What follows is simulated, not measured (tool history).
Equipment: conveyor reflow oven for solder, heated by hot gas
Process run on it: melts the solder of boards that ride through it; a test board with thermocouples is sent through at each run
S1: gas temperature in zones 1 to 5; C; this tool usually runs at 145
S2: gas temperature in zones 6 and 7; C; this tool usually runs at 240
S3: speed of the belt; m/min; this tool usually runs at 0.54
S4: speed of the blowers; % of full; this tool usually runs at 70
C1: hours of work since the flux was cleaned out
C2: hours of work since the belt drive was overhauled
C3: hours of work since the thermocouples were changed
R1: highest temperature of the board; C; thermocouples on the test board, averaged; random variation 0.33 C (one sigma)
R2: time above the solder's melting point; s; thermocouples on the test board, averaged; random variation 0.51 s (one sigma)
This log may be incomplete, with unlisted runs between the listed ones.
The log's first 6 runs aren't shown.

run,hour,S1,S2,S3,S4,C1,C2,C3,R1,R2
7,57.5,145,240,0.54,70,173,51,209,225.6,66.4
8,68.4,145,240,0.448,70,181,59,218,230.5,84.1
9,78.1,145,240,0.448,70,189,67,226,230.1,83.6
10,87,145,240,0.448,70,196,74,232,230.3,84.7
11,95.9,145,241,0.54,70,203,81,240,225.9,66.3
12,106.5,145,241,0.54,70,211,89,248,226.1,67.5
13,116.6,145,240,0.54,70,219,97,256,225.7,66.4
14,128,145,240,0.589,70,228,106,265,222.4,59.6
# hour 134.7: flux residue cleaned out of gas plates and filters
15,143.5,145,240,0.54,68,7,114,273,226.8,66.6
16,150.4,145,240,0.54,68,12,120,279,227,67.2
17,158.8,146,240,0.54,78,19,126,285,228.7,69.5
18,164.6,146,240,0.54,78,23,131,290,228.5,69.8
19,169.8,153,242,0.622,78,28,135,294,227.8,62.1
20,178.5,152,240,0.54,70,34,142,301,227.7,71.7
21,184,152,240,0.54,70,39,146,305,227.8,71.8
22,194,142,249,0.54,70,47,154,313,233.9,70.4
23,202.6,145,241,0.626,58,53,161,320,218.4,52.8
24,212,145,241,0.626,58,61,168,327,218.4,52.8
25,222.3,145,251,0.592,58,69,176,335,228.8,62.5
26,233.5,150,241,0.54,51,78,185,344,222.1,65.5
27,244.1,150,241,0.54,51,86,194,352,222,65.3
28,251.2,145,240,0.59,82,92,199,358,227.2,62.8
29,260.6,149,240,0.59,61,99,207,365,221.4,59.4
30,271,150,251,0.54,70,107,215,373,237.2,74.7

Each row is a separate what-if for the run after 30, all from the same tool condition, not one after another. Results?
A,279.8,150,251,0.54,83,114,222,380,?,?
B,279.8,150,251,0.54,57,114,222,380,?,?
C,279.8,150,235,0.449,88,114,222,380,?,?
D,279.8,134,232,0.54,80,114,222,380,?,?

run,R1,R2
A,240.1,76.8
B,232.7,72.1
C,230,85.9
D,220.6,60.9
Without the tool's unlogged condition, the same runs would have read:
run,R1,R2
A,240.3,76.5
B,232.8,71.9
C,229.7,85.6
D,220.8,61.2
